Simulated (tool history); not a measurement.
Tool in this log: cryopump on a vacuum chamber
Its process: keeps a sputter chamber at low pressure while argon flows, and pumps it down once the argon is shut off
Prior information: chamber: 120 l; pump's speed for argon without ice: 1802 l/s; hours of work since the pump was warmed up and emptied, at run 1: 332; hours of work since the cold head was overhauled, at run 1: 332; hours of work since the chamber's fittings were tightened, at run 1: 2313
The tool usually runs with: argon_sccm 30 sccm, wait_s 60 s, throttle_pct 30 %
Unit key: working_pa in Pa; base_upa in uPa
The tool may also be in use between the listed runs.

run    hour  argon_sccm  wait_s  throttle_pct  hours of work since the pump was warmed up and emptied  hours of work since the cold head was overhauled  hours of work since the chamber's fittings were tightened  working_pa  base_upa
  1     0.0          30      60            30                                                     332                                               332                                                       2313      0.0968      1.21
  2    95.2          30      60            30                                                     385                                               385                                                       2366      0.0980      1.21
  3   151.2          30     297            30                                                     415                                               415                                                       2396      0.0974      0.79
  4   206.6          30     297            30                                                     446                                               446                                                       2427      0.0971      0.79
  5   317.9          30     297            30                                                     507                                               507                                                       2488      0.0987      0.84
  6   368.4          36     297            30                                                     534                                               534                                                       2515      0.1198      0.83
  7   425.8          30      60            50                                                     566                                               566                                                       2547      0.0625      1.28
  8   497.1          30     100            30                                                     605                                               605                                                       2586      0.1007      1.06
      591.0  -- leaking fittings of the chamber tightened, without venting
  9   603.6          30     100            30                                                     662                                               662                                                          7      0.1013      0.53
 10   675.7          30     100            30                                                     702                                               702                                                         46      0.1016      0.54
 11   748.6          30     100            30                                                     742                                               742                                                         86      0.1017      0.55
      822.5  -- pump warmed up, emptied and cooled again
 12   837.4          45      60            30                                                       8                                               788                                                        132      0.1408      0.72
 13   894.7          45      60            30                                                      40                                               819                                                        164      0.1423      0.74
 14  1015.4          45      60            43                                                     106                                               886                                                        230      0.0988      0.72
 15  1071.2          45      60            43                                                     136                                               916                                                        261      0.1002      0.77
 16  1182.7          45      60            43                                                     198                                               977                                                        322      0.1007      0.78
 17  1240.4          45      60            43                                                     229                                              1009                                                        354      0.1021      0.79
 18  1346.1          45      60            43                                                     287                                              1067                                                        412      0.1020      0.82
 19  1440.1          27      86            17                                                     339                                              1118                                                        463      0.1520      0.67
 20  1496.6          27      86            41                                                     370                                              1150                                                        494      0.0656      0.63
 21  1610.1          47     168            17                                                     432                                              1212                                                        556      0.2674      0.53
 22  1704.2          30      85            30                                                     484                                              1263                                                        608      0.0996      0.70
 23  1821.8          56     286            16                                                     548                                              1328                                                        673      0.3385      0.46
 24  1899.8          56     286            16                                                     591                                              1371                                                        715      0.3425      0.49
 25  1986.8          12     262            30                                                     639                                              1418                                                        763      0.0407      0.55
 26  2067.6          15      60            37                                                     683                                              1463                                                        807      0.0418      0.95
 27  2165.8          15      60            37                                                     737                                              1517                                                        861      0.0417      0.93
 28  2215.2          30      54            25                                                     764                                              1544                                                        888      0.1204      1.01
     2251.4  -- pump warmed up, emptied and cooled again
 29  2295.2          14      31            23                                                      24                                              1585                                                        930      0.0581      1.37
 30  2346.9          30      60            50                                                      52                                              1613                                                        958      0.0582      0.87
 31  2400.6          57      60            42                                                      82                                              1643                                                        987      0.1293      0.90
 32  2454.2          30      52            41                                                     111                                              1672                                                       1017      0.0695      0.99
 33  2534.5          30      52            21                                                     155                                              1716                                                       1061      0.1359      1.02

Branching from run 33: 5 alternative next runs. What would each branch give?
  A  2602.8          35      52            21                                                     193                                              1754                                                       1098           ?         ?
  B  2602.8          21     115            42                                                     193                                              1754                                                       1098           ?         ?
  C  2602.8          30     101            30                                                     193                                              1754                                                       1098           ?         ?
  D  2602.8          43     230            44                                                     193                                              1754                                                       1098           ?         ?
  E  2602.8          30      56            30                                                     193                                              1754                                                       1098           ?         ?

run  working_pa  base_upa
  A      0.1579      1.01
  B      0.0489      0.73
  C      0.0953      0.74
  D      0.0963      0.56
  E      0.0964      0.94
Take away the tool's hidden state, keep each run's random variation, and the runs would have read:
run  working_pa  base_upa
  A      0.1549      0.77
  B      0.0471      0.48
  C      0.0927      0.50
  D      0.0926      0.32
  E      0.0938      0.70

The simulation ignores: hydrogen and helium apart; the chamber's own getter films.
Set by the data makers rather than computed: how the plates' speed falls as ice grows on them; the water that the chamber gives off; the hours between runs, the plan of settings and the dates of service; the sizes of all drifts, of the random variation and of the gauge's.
